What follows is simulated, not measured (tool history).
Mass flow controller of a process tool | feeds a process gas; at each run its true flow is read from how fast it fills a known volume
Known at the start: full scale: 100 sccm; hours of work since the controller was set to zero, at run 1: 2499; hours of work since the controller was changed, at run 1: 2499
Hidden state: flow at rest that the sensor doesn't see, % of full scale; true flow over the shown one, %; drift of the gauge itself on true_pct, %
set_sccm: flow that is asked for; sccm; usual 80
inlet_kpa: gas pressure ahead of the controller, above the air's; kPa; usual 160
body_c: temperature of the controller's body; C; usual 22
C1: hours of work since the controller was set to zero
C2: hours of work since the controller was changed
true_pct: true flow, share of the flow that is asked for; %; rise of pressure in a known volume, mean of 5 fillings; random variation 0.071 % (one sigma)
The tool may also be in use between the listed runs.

Run 1, hour 0: usual settings; C1 2499; C2 2499. Result: true_pct 99.93 %.
Run 2, hour 59.3: usual settings; C1 2538; C2 2538. Result: true_pct 99.96 %.
Run 3, hour 132.9: usual settings; C1 2587; C2 2587. Result: true_pct 100.04 %.
Run 4, hour 187.3: usual settings; C1 2623; C2 2623. Result: true_pct 99.98 %.
Run 5, hour 263.4: usual settings but body_c 32 C; C1 2674; C2 2674. Result: true_pct 100.58 %.
Run 6, hour 332.4: usual settings but body_c 32 C; C1 2720; C2 2720. Result: true_pct 100.65 %.
Run 7, hour 395.2: usual settings but inlet_kpa 277 kPa; C1 2762; C2 2762. Result: true_pct 99.27 %.
Run 8, hour 497.1: usual settings; C1 2830; C2 2830. Result: true_pct 99.96 %.
Run 9, hour 584.6: usual settings; C1 2888; C2 2888. Result: true_pct 100.04 %.
Run 10, hour 689.2: usual settings; C1 2958; C2 2958. Result: true_pct 99.93 %.
Run 11, hour 789.1: usual settings; C1 3024; C2 3024. Result: true_pct 100 %.
Run 12, hour 871.7: usual settings; C1 3079; C2 3079. Result: true_pct 99.89 %.
Run 13, hour 949.7: usual settings; C1 3131; C2 3131. Result: true_pct 99.99 %.
Run 14, hour 1018.3: usual settings; C1 3177; C2 3177. Result: true_pct 99.95 %.
Run 15, hour 1125.6: usual settings; C1 3249; C2 3249. Result: true_pct 100.07 %.
Run 16, hour 1187.8: usual settings but body_c 30 C; C1 3290; C2 3290. Result: true_pct 100.47 %.
Run 17, hour 1288.4: usual settings but set_sccm 68 sccm, inlet_kpa 195 kPa; C1 3357; C2 3357. Result: true_pct 99.53 %.
Run 18, hour 1396.5: usual settings but inlet_kpa 208 kPa; C1 3429; C2 3429. Result: true_pct 99.67 %.
Run 19, hour 1471.3: usual settings but inlet_kpa 208 kPa; C1 3479; C2 3479. Result: true_pct 99.75 %.
Run 20, hour 1526: usual settings but inlet_kpa 208 kPa; C1 3516; C2 3516. Result: true_pct 99.71 %.
Run 21, hour 1618: usual settings but set_sccm 85 sccm, inlet_kpa 208 kPa, body_c 31 C; C1 3577; C2 3577. Result: true_pct 100.44 %.
Run 22, hour 1703.6: usual settings but set_sccm 32 sccm, inlet_kpa 177 kPa, body_c 32 C; C1 3634; C2 3634. Result: true_pct 98.98 %.
Run 23, hour 1801.4: usual settings but body_c 28 C; C1 3699; C2 3699. Result: true_pct 100.48 %.
Run 24, hour 1866.1: usual settings but inlet_kpa 257 kPa, body_c 28 C; C1 3742; C2 3742. Result: true_pct 99.97 %.
Run 25, hour 1978: usual settings but set_sccm 29 sccm, inlet_kpa 245 kPa, body_c 21 C; C1 3817; C2 3817. Result: true_pct 97.44 %.
Run 26, hour 2025.2: usual settings but set_sccm 29 sccm, inlet_kpa 183 kPa, body_c 21 C; C1 3848; C2 3848. Result: true_pct 97.73 %.
Run 27, hour 2079.7: usual settings but set_sccm 17 sccm, inlet_kpa 200 kPa, body_c 30 C; C1 3885; C2 3885. Result: true_pct 96.58 %.
Run 28, hour 2147.3: usual settings but set_sccm 33 sccm, inlet_kpa 148 kPa, body_c 34 C; C1 3930; C2 3930. Result: true_pct 99.1 %.
Run 29, hour 2209.8: usual settings but set_sccm 33 sccm, inlet_kpa 148 kPa, body_c 34 C; C1 3971; C2 3971. Result: true_pct 99.33 %.
Run 30, hour 2300.2: usual settings but set_sccm 33 sccm, inlet_kpa 148 kPa, body_c 34 C; C1 4031; C2 4031. Result: true_pct 99.14 %.
Run 31, hour 2346.1: usual settings but set_sccm 33 sccm, inlet_kpa 148 kPa, body_c 34 C; C1 4062; C2 4062. Result: true_pct 99.04 %.

3 ways to go on from here, each from the tool as it stands after run 31. What would each give?
Run A, hour 2436.4: usual settings but set_sccm 35 sccm, inlet_kpa 260 kPa, body_c 21 C; C1 4122; C2 4122. Result: true_pct ?.
Run B, hour 2436.4: usual settings but set_sccm 22 sccm, inlet_kpa 253 kPa, body_c 39 C; C1 4122; C2 4122. Result: true_pct ?.
Run C, hour 2436.4: usual settings but set_sccm 57 sccm; C1 4122; C2 4122. Result: true_pct ?.

run  true_pct
  A     97.93
  B     97.73
  C     99.47
Without the tool's hidden state the same runs would have given:
run  true_pct
  A     98.65
  B     99.58
  C     99.45
